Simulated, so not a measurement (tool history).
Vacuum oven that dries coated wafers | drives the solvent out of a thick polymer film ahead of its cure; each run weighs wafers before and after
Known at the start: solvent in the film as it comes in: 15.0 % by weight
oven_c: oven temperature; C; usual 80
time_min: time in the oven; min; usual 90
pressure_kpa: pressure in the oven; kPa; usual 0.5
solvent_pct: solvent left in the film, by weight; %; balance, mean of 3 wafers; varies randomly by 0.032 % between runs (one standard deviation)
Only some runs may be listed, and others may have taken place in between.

run 1 hour=0 | oven_c=80 time_min=90 pressure_kpa=0.5 | solvent_pct=3.5
run 2 hour=81.3 | oven_c=80 time_min=90 pressure_kpa=0.5 | solvent_pct=3.42
run 3 hour=156.9 | oven_c=80 time_min=90 pressure_kpa=0.5 | solvent_pct=3.49
run 4 hour=211.9 | oven_c=80 time_min=90 pressure_kpa=0.5 | solvent_pct=3.46
run 5 hour=326.8 | oven_c=80 time_min=90 pressure_kpa=0.5 | solvent_pct=3.44
run 6 hour=414.6 | oven_c=67 time_min=90 pressure_kpa=0.5 | solvent_pct=6.08
run 7 hour=528.7 | oven_c=80 time_min=90 pressure_kpa=1.866 | solvent_pct=4.05
run 8 hour=597.1 | oven_c=80 time_min=90 pressure_kpa=1.866 | solvent_pct=4.01
run 9 hour=702.6 | oven_c=80 time_min=90 pressure_kpa=1.866 | solvent_pct=4.04
run 10 hour=820.2 | oven_c=80 time_min=74 pressure_kpa=1.866 | solvent_pct=4.81
-- hour=830 vacuum gauge cleaned of residue and calibrated
run 11 hour=896.9 | oven_c=80 time_min=90 pressure_kpa=0.85 | solvent_pct=3.68
run 12 hour=1005.7 | oven_c=80 time_min=55 pressure_kpa=0.5 | solvent_pct=5.61
run 13 hour=1081.2 | oven_c=80 time_min=90 pressure_kpa=0.5 | solvent_pct=3.53
run 14 hour=1158.4 | oven_c=80 time_min=90 pressure_kpa=0.5 | solvent_pct=3.56
run 15 hour=1271 | oven_c=80 time_min=90 pressure_kpa=0.5 | solvent_pct=3.57
-- hour=1317.2 vacuum gauge cleaned of residue and calibrated, once more
run 16 hour=1326.3 | oven_c=80 time_min=91 pressure_kpa=0.5 | solvent_pct=3.11
run 17 hour=1399.7 | oven_c=80 time_min=90 pressure_kpa=0.5 | solvent_pct=3.16
run 18 hour=1511.7 | oven_c=80 time_min=90 pressure_kpa=0.5 | solvent_pct=3.18
run 19 hour=1638 | oven_c=80 time_min=90 pressure_kpa=0.5 | solvent_pct=3.16
run 20 hour=1758.9 | oven_c=80 time_min=90 pressure_kpa=0.5 | solvent_pct=3.15
-- hour=1837.7 oven's thermocouples calibrated
run 21 hour=1880.6 | oven_c=80 time_min=90 pressure_kpa=0.5 | solvent_pct=3.48
run 22 hour=1992.7 | oven_c=80 time_min=90 pressure_kpa=0.569 | solvent_pct=3.41
run 23 hour=2109.3 | oven_c=92 time_min=73 pressure_kpa=0.303 | solvent_pct=2.2
run 24 hour=2195.9 | oven_c=92 time_min=73 pressure_kpa=0.303 | solvent_pct=2.22
run 25 hour=2313 | oven_c=92 time_min=73 pressure_kpa=0.303 | solvent_pct=2.17
run 26 hour=2397.7 | oven_c=67 time_min=126 pressure_kpa=0.303 | solvent_pct=4.51
run 27 hour=2481.9 | oven_c=87 time_min=90 pressure_kpa=1.024 | solvent_pct=2.39
run 28 hour=2549.3 | oven_c=90 time_min=144 pressure_kpa=1.591 | solvent_pct=1.15
run 29 hour=2635 | oven_c=75 time_min=71 pressure_kpa=0.321 | solvent_pct=5.28
run 30 hour=2758.8 | oven_c=90 time_min=71 pressure_kpa=0.587 | solvent_pct=2.62
run 31 hour=2863.9 | oven_c=76 time_min=49 pressure_kpa=0.587 | solvent_pct=6.83
run 32 hour=2949.7 | oven_c=76 time_min=49 pressure_kpa=0.587 | solvent_pct=6.79
run 33 hour=3030.1 | oven_c=92 time_min=69 pressure_kpa=1.559 | solvent_pct=2.66
run 34 hour=3084.5 | oven_c=76 time_min=52 pressure_kpa=1.721 | solvent_pct=7.08
run 35 hour=3155.2 | oven_c=91 time_min=117 pressure_kpa=0.5 | solvent_pct=1.02
run 36 hour=3217.3 | oven_c=80 time_min=90 pressure_kpa=0.68 | solvent_pct=3.47
run 37 hour=3292.6 | oven_c=70 time_min=109 pressure_kpa=0.687 | solvent_pct=4.72
run 38 hour=3359.4 | oven_c=86 time_min=54 pressure_kpa=0.836 | solvent_pct=4.47
run 39 hour=3433 | oven_c=66 time_min=93 pressure_kpa=0.726 | solvent_pct=6.21
run 40 hour=3501.5 | oven_c=66 time_min=93 pressure_kpa=0.726 | solvent_pct=6.18
run 41 hour=3593.6 | oven_c=80 time_min=90 pressure_kpa=0.676 | solvent_pct=3.44
run 42 hour=3678.7 | oven_c=92 time_min=90 pressure_kpa=0.906 | solvent_pct=1.63
run 43 hour=3795.5 | oven_c=92 time_min=90 pressure_kpa=0.906 | solvent_pct=1.65
-- hour=3804.9 vacuum gauge cleaned of residue and calibrated
run 44 hour=3882.6 | oven_c=85 time_min=57 pressure_kpa=0.5 | solvent_pct=4.18

Forecast each of these 3 alternatives for the next run:
-- hour=3936 oven's thermocouples calibrated
run A hour=3964.7 | oven_c=77 time_min=123 pressure_kpa=1.154 | solvent_pct=?
-- hour=3936 oven's thermocouples calibrated
run B hour=3964.7 | oven_c=85 time_min=81 pressure_kpa=0.5 | solvent_pct=?
-- hour=3936 oven's thermocouples calibrated
run C hour=3964.7 | oven_c=92 time_min=95 pressure_kpa=0.592 | solvent_pct=?

run=A solvent_pct=3.07
run=B solvent_pct=2.94
run=C solvent_pct=1.37
With the hidden condition removed and each run's random variation left untouched, the same runs would have given:
run=A solvent_pct=3.02
run=B solvent_pct=2.9
run=C solvent_pct=1.34
